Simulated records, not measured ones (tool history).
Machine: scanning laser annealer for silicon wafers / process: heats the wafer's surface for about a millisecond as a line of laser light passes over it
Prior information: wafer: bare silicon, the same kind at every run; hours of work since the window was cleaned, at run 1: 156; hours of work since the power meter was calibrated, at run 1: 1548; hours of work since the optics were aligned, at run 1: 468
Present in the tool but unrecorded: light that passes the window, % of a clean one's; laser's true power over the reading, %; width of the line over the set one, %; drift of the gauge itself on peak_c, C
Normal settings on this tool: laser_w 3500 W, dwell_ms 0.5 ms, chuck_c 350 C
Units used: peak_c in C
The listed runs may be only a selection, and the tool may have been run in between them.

| run | hour | laser_w | dwell_ms | chuck_c | hours of work since the window was cleaned | hours of work since the power meter was calibrated | hours of work since the optics were aligned | peak_c |
|---|---|---|---|---|---|---|---|---|
| 1 | 0 | 3500 | 0.5 | 350 | 156 | 1548 | 468 | 1074 |
| 2 | 49.7 | 3500 | 0.361 | 350 | 191 | 1583 | 502 | 956 |
| 3 | 125 | 3500 | 0.5 | 350 | 243 | 1635 | 555 | 1061 |
| 4 | 202.3 | 3707 | 0.5 | 350 | 297 | 1689 | 609 | 1105 |
| 5 | 237.8 | 3500 | 0.5 | 350 | 322 | 1714 | 633 | 1054 |
| 6 | 303.7 | 3500 | 0.489 | 350 | 368 | 1760 | 679 | 1036 |
| 7 | 377 | 3500 | 0.5 | 369 | 419 | 1811 | 730 | 1061 |
| 8 | 440.2 | 3500 | 0.5 | 350 | 463 | 1855 | 775 | 1036 |
|  | 491 | window over the wafer cleaned |
| 9 | 518.9 | 3500 | 0.5 | 350 | 19 | 1909 | 828 | 1081 |
| 10 | 565.1 | 3302 | 0.494 | 319 | 52 | 1941 | 860 | 988 |
| 11 | 602.7 | 3302 | 0.494 | 319 | 78 | 1967 | 886 | 986 |
| 12 | 653.6 | 3500 | 0.5 | 330 | 113 | 2002 | 922 | 1050 |
| 13 | 701.2 | 3500 | 0.5 | 351 | 146 | 2036 | 955 | 1067 |
| 14 | 759.9 | 3605 | 0.442 | 327 | 187 | 2077 | 996 | 1021 |
| 15 | 803.7 | 3605 | 0.442 | 327 | 218 | 2107 | 1026 | 1015 |
| 16 | 861.1 | 3605 | 0.442 | 327 | 258 | 2147 | 1066 | 1018 |
| 17 | 908.3 | 3605 | 0.442 | 327 | 291 | 2180 | 1099 | 1012 |
| 18 | 973.2 | 3812 | 0.5 | 350 | 336 | 2225 | 1145 | 1128 |

Across each entry between runs, compare the hidden state at the last listed run before it with the hidden state at the first listed run after it:
After run 8, before run 9: window over the wafer cleaned (hour 491)
  light that passes the window, % of a clean one's: 94.84 -> 99.79; laser's true power over the reading, %: 0.65 -> 0.68; width of the line over the set one, %: 2.32 -> 2.49
  measured result minus the result with no hidden state, peak_c: -54 -> -9 C

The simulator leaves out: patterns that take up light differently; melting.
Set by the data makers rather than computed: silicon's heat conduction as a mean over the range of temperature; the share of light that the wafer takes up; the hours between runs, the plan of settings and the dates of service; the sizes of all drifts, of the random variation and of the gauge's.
